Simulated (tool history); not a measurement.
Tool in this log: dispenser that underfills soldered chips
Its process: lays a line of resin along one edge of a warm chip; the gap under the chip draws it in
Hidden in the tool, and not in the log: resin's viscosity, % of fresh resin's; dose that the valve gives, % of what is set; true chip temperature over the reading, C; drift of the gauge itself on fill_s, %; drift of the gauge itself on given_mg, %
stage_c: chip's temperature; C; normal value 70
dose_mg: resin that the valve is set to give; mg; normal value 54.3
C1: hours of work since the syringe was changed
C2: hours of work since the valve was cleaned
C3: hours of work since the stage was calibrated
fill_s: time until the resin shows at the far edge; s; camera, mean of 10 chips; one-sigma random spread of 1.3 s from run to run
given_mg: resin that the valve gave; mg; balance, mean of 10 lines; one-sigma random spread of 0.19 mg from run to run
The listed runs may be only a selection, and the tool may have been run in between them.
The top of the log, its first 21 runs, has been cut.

At hour 89.6: dispensing valve cleaned and set on the balance.
Run 22, hour 89.7: usual settings but stage_c 76 C, dose_mg 46.3 mg; C1 3; C2 0; C3 148. Result: fill_s 123.9 s, given_mg 46.08 mg.
Run 23, hour 95.1: usual settings but dose_mg 48.3 mg; C1 7; C2 4; C3 152. Result: fill_s 216.4 s, given_mg 48.01 mg.
At hour 98.1: new syringe of resin.
Run 24, hour 100.3: usual settings but stage_c 64 C, dose_mg 52.8 mg; C1 1; C2 7; C3 155. Result: fill_s 178.4 s, given_mg 52.52 mg.
Run 25, hour 105.8: usual settings but stage_c 58 C, dose_mg 58.7 mg; C1 5; C2 11; C3 159. Result: fill_s 324.2 s, given_mg 58.23 mg.
Run 26, hour 111.3: usual settings but stage_c 58 C, dose_mg 58.7 mg; C1 9; C2 14; C3 162. Result: fill_s 445.9 s, given_mg 57.84 mg.
At hour 112.1: new syringe of resin.
Run 27, hour 113.9: usual settings but stage_c 59 C; C1 1; C2 16; C3 164. Result: fill_s 220.3 s, given_mg 53.54 mg.
Run 28, hour 119: usual settings but stage_c 59 C; C1 5; C2 19; C3 167. Result: fill_s 288.4 s, given_mg 53.33 mg.
Run 29, hour 123.8: usual settings but stage_c 77 C, dose_mg 50.3 mg; C1 8; C2 22; C3 170. Result: fill_s 166.4 s, given_mg 49.1 mg.
At hour 125.8: new syringe of resin.
Run 30, hour 128: usual settings but stage_c 77 C, dose_mg 50.3 mg; C1 1; C2 25; C3 173. Result: fill_s 97 s, given_mg 49.27 mg.
Run 31, hour 131.6: usual settings but stage_c 82 C, dose_mg 47.1 mg; C1 4; C2 27; C3 175. Result: fill_s 97.1 s, given_mg 46.05 mg.

Forecast each of these 4 alternatives for the next run:
Run A, hour 135.3: usual settings but stage_c 64 C; C1 6; C2 30; C3 178. Result: fill_s ?, given_mg ?.
Run B, hour 135.3: usual settings but stage_c 79 C, dose_mg 67.2 mg; C1 6; C2 30; C3 178. Result: fill_s ?, given_mg ?.
Run C, hour 135.3: usual settings but stage_c 56 C, dose_mg 66.2 mg; C1 6; C2 30; C3 178. Result: fill_s ?, given_mg ?.
Run D, hour 135.3: usual settings but stage_c 55 C, dose_mg 61.2 mg; C1 6; C2 30; C3 178. Result: fill_s ?, given_mg ?.

run  fill_s  given_mg
  A     270        53
  B   131.6     65.44
  C   394.5        64
  D   419.3     59.52
With the hidden condition removed and each run's random variation left untouched, the same runs would have given:
run  fill_s  given_mg
  A   163.1     54.52
  B    79.6     67.32
  C   239.3     65.83
  D   254.2     61.23
